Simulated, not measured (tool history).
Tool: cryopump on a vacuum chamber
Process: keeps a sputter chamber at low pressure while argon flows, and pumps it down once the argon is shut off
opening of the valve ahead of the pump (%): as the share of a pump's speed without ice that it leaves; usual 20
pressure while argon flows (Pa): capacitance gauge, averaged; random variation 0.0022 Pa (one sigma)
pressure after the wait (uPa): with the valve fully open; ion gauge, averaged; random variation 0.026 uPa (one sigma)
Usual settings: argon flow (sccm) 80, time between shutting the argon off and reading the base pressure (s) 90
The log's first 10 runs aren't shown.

run	day	argon flow (sccm)	time between shutting the argon off and reading the base pressure (s)	opening of the valve ahead of the pump (%)	hours of work since the pump was warmed up and emptied	hours of work since the cold head was overhauled	hours of work since the chamber's fittings were tightened	pressure while argon flows (Pa)	pressure after the wait (uPa)
11	10.304	80	90	20	823	823	2014	0.5824	4.06
12	11.346	80	90	20	838	838	2029	0.5872	4.03
13	12.379	80	90	32	852	852	2043	0.3780	4.13
14	13.033	80	90	32	861	861	2052	0.3770	4.18
15	13.646	80	90	17	869	869	2061	0.6745	4.27
16	14.350	80	90	20	879	879	2070	0.5867	4.17
17	15.383	80	90	20	893	893	2085	0.5854	4.33
18	16.438	80	90	20	908	908	2099	0.5850	4.29

The next listed run, before its measurement:
19	17.267	80	212	20	920	920	2111	?	?

{"run 19": {"pressure while argon flows (Pa)": 0.5863, "pressure after the wait (uPa)": 3.86}}
Without the tool's hidden state the same run would have given pressure while argon flows (Pa) 0.5448, pressure after the wait (uPa) 0.63.
